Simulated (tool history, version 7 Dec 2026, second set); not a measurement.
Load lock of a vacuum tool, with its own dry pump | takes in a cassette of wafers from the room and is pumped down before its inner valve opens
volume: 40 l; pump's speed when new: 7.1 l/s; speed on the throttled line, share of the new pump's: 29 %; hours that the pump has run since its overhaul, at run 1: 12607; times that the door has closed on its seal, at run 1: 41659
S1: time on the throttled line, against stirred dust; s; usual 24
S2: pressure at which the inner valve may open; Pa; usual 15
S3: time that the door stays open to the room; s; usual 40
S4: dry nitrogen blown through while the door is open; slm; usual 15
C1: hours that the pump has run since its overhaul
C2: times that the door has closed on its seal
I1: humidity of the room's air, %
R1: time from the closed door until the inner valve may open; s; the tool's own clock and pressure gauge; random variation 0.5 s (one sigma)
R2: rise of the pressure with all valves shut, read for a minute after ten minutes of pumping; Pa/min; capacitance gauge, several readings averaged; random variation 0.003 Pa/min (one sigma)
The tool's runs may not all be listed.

{"run": 1, "hour": 0.0, "S1": 24, "S2": 15, "S3": 40, "S4": 15, "C1": 12607, "C2": 41659, "I1": 42.8, "R1": 66.8, "R2": 0.034}
{"run": 2, "hour": 608.9, "S1": 24, "S2": 15, "S3": 40, "S4": 15, "C1": 13216, "C2": 43370, "I1": 46.4, "R1": 67.1, "R2": 0.034}
{"run": 3, "hour": 930.8, "S1": 24, "S2": 15, "S3": 40, "S4": 15, "C1": 13538, "C2": 44275, "I1": 41.8, "R1": 67.3, "R2": 0.028}
{"run": 4, "hour": 1377.1, "S1": 24, "S2": 15, "S3": 40, "S4": 15, "C1": 13984, "C2": 45529, "I1": 47, "R1": 67.2, "R2": 0.033}
{"run": 5, "hour": 1810.8, "S1": 24, "S2": 15, "S3": 40, "S4": 15, "C1": 14418, "C2": 46747, "I1": 41.4, "R1": 66.4, "R2": 0.034}
{"run": 6, "hour": 2161.3, "S1": 24, "S2": 15, "S3": 40, "S4": 15, "C1": 14768, "C2": 47732, "I1": 43.2, "R1": 67, "R2": 0.031}
{"hour": 2377.8, "done": "dry pump taken out, an overhauled one fitted"}
{"run": 7, "hour": 2484.4, "S1": 24, "S2": 10, "S3": 40, "S4": 15, "C1": 107, "C2": 48624, "I1": 41.3, "R1": 70.7, "R2": 0.027}
{"run": 8, "hour": 2758.6, "S1": 24, "S2": 15, "S3": 40, "S4": 15, "C1": 381, "C2": 49394, "I1": 47.6, "R1": 67.5, "R2": 0.031}
{"run": 9, "hour": 3199.8, "S1": 24, "S2": 15, "S3": 40, "S4": 15, "C1": 822, "C2": 50634, "I1": 46, "R1": 66.6, "R2": 0.036}
{"run": 10, "hour": 3490.0, "S1": 27, "S2": 15, "S3": 40, "S4": 15, "C1": 1112, "C2": 51449, "I1": 45.2, "R1": 69.8, "R2": 0.035}
{"run": 11, "hour": 3922.7, "S1": 27, "S2": 15, "S3": 40, "S4": 15, "C1": 1545, "C2": 52665, "I1": 42.6, "R1": 68.3, "R2": 0.028}
{"hour": 4141.8, "done": "door's seal changed, seat wiped"}
{"run": 12, "hour": 4551.1, "S1": 27, "S2": 15, "S3": 40, "S4": 15, "C1": 2172, "C2": 1150, "I1": 43.2, "R1": 69.4, "R2": 0.031}
{"run": 13, "hour": 5010.9, "S1": 24, "S2": 15, "S3": 40, "S4": 15, "C1": 2632, "C2": 2442, "I1": 42.5, "R1": 66.2, "R2": 0.031}
{"run": 14, "hour": 5329.1, "S1": 24, "S2": 15, "S3": 40, "S4": 15, "C1": 2950, "C2": 3336, "I1": 47, "R1": 67.7, "R2": 0.03}
{"run": 15, "hour": 5724.7, "S1": 24, "S2": 19, "S3": 40, "S4": 15, "C1": 3345, "C2": 4447, "I1": 42.4, "R1": 66.2, "R2": 0.03}
{"run": 16, "hour": 6077.2, "S1": 24, "S2": 17, "S3": 40, "S4": 15, "C1": 3698, "C2": 5438, "I1": 40.3, "R1": 65.8, "R2": 0.027}
{"run": 17, "hour": 6486.9, "S1": 24, "S2": 15, "S3": 40, "S4": 15, "C1": 4108, "C2": 6589, "I1": 44.1, "R1": 67.5, "R2": 0.026}
{"run": 18, "hour": 6878.8, "S1": 24, "S2": 15, "S3": 40, "S4": 15, "C1": 4499, "C2": 7691, "I1": 50.6, "R1": 67.7, "R2": 0.036}
{"run": 19, "hour": 7256.8, "S1": 24, "S2": 15, "S3": 40, "S4": 15, "C1": 4877, "C2": 8753, "I1": 46.3, "R1": 66.8, "R2": 0.032}
{"run": 20, "hour": 7686.6, "S1": 19, "S2": 13, "S3": 83, "S4": 5, "C1": 5307, "C2": 9960, "I1": 44.8, "R1": 65.1, "R2": 0.066}
{"run": 21, "hour": 8031.7, "S1": 27, "S2": 15, "S3": 40, "S4": 4, "C1": 5652, "C2": 10930, "I1": 45.7, "R1": 69, "R2": 0.054}
{"run": 22, "hour": 8579.4, "S1": 24, "S2": 15, "S3": 40, "S4": 10, "C1": 6200, "C2": 12469, "I1": 40.3, "R1": 67.5, "R2": 0.039}
{"run": 23, "hour": 8960.9, "S1": 21, "S2": 17, "S3": 223, "S4": 14, "C1": 6582, "C2": 13541, "I1": 45, "R1": 64.7, "R2": 0.07}
{"run": 24, "hour": 9431.5, "S1": 33, "S2": 13, "S3": 118, "S4": 10, "C1": 7052, "C2": 14864, "I1": 45.2, "R1": 74.8, "R2": 0.061}
{"run": 25, "hour": 9959.6, "S1": 33, "S2": 13, "S3": 216, "S4": 10, "C1": 7580, "C2": 16348, "I1": 44.9, "R1": 74.8, "R2": 0.075}
{"run": 26, "hour": 10570.2, "S1": 24, "S2": 14, "S3": 40, "S4": 12, "C1": 8191, "C2": 18063, "I1": 46.1, "R1": 67.6, "R2": 0.033}
{"run": 27, "hour": 11036.1, "S1": 24, "S2": 14, "S3": 40, "S4": 12, "C1": 8657, "C2": 19372, "I1": 48.3, "R1": 67.9, "R2": 0.036}
{"run": 28, "hour": 11344.0, "S1": 24, "S2": 15, "S3": 26, "S4": 17, "C1": 8965, "C2": 20238, "I1": 46, "R1": 67.3, "R2": 0.021}
{"run": 29, "hour": 11853.6, "S1": 24, "S2": 21, "S3": 40, "S4": 15, "C1": 9474, "C2": 21670, "I1": 44.1, "R1": 65.3, "R2": 0.034}
{"run": 30, "hour": 12341.8, "S1": 24, "S2": 21, "S3": 40, "S4": 15, "C1": 9962, "C2": 23042, "I1": 44.1, "R1": 65.3, "R2": 0.035}
{"run": 31, "hour": 12810.4, "S1": 15, "S2": 24, "S3": 28, "S4": 10, "C1": 10431, "C2": 24359, "I1": 43.5, "R1": 57.6, "R2": 0.027}
{"run": 32, "hour": 13295.4, "S1": 15, "S2": 24, "S3": 28, "S4": 10, "C1": 10916, "C2": 25721, "I1": 43.9, "R1": 58, "R2": 0.035}
{"run": 33, "hour": 13688.5, "S1": 15, "S2": 24, "S3": 28, "S4": 10, "C1": 11309, "C2": 26826, "I1": 45.9, "R1": 57.5, "R2": 0.036}
{"run": 34, "hour": 14249.0, "S1": 43, "S2": 14, "S3": 28, "S4": 5, "C1": 11870, "C2": 28401, "I1": 41.3, "R1": 80.7, "R2": 0.037}
{"run": 35, "hour": 14527.6, "S1": 24, "S2": 15, "S3": 234, "S4": 11, "C1": 12148, "C2": 29184, "I1": 42.8, "R1": 67.5, "R2": 0.072}
{"run": 36, "hour": 14899.0, "S1": 24, "S2": 15, "S3": 234, "S4": 11, "C1": 12520, "C2": 30227, "I1": 43.4, "R1": 67.4, "R2": 0.078}
{"run": 37, "hour": 15409.9, "S1": 31, "S2": 24, "S3": 40, "S4": 15, "C1": 13031, "C2": 31663, "I1": 45.3, "R1": 70, "R2": 0.025}
{"run": 38, "hour": 15848.8, "S1": 22, "S2": 24, "S3": 46, "S4": 15, "C1": 13470, "C2": 32896, "I1": 41.5, "R1": 62.5, "R2": 0.032}

Some steps in R2 between neighbouring runs. How much of each would the tool show without its hidden state too (settings, what came in, random variation), and how much is left for the hidden state, with any gauge scatter that isn't in both results?
The hidden state here: pump's speed, % of a new pump's; leak at the door's seal, Pa l/s; drift of the gauge itself on ready_s, %; drift of the gauge itself on rise_pa_min, %.
Run 5 -> 6: no setting changed, nothing entered. R2 -0.003 Pa/min: hidden state +0.001, all else -0.004.
Run 7 -> 8: S2 10 -> 15. R2 +0.004 Pa/min: hidden state -0.001, all else +0.005.
Run 11 -> 12: door's seal changed, seat wiped. R2 +0.003 Pa/min: hidden state -0.002, all else +0.005.
Run 25 -> 26: S1 33 -> 24, S2 13 -> 14, S3 216 -> 40, S4 10 -> 12. R2 -0.042 Pa/min: hidden state +0, all else -0.042.
Run 34 -> 35: S1 43 -> 24, S2 14 -> 15, S3 28 -> 234, S4 5 -> 11. R2 +0.035 Pa/min: hidden state +0, all else +0.035.
Run 36 -> 37: S1 24 -> 31, S2 15 -> 24, S3 234 -> 40, S4 11 -> 15. R2 -0.053 Pa/min: hidden state +0, all else -0.053.

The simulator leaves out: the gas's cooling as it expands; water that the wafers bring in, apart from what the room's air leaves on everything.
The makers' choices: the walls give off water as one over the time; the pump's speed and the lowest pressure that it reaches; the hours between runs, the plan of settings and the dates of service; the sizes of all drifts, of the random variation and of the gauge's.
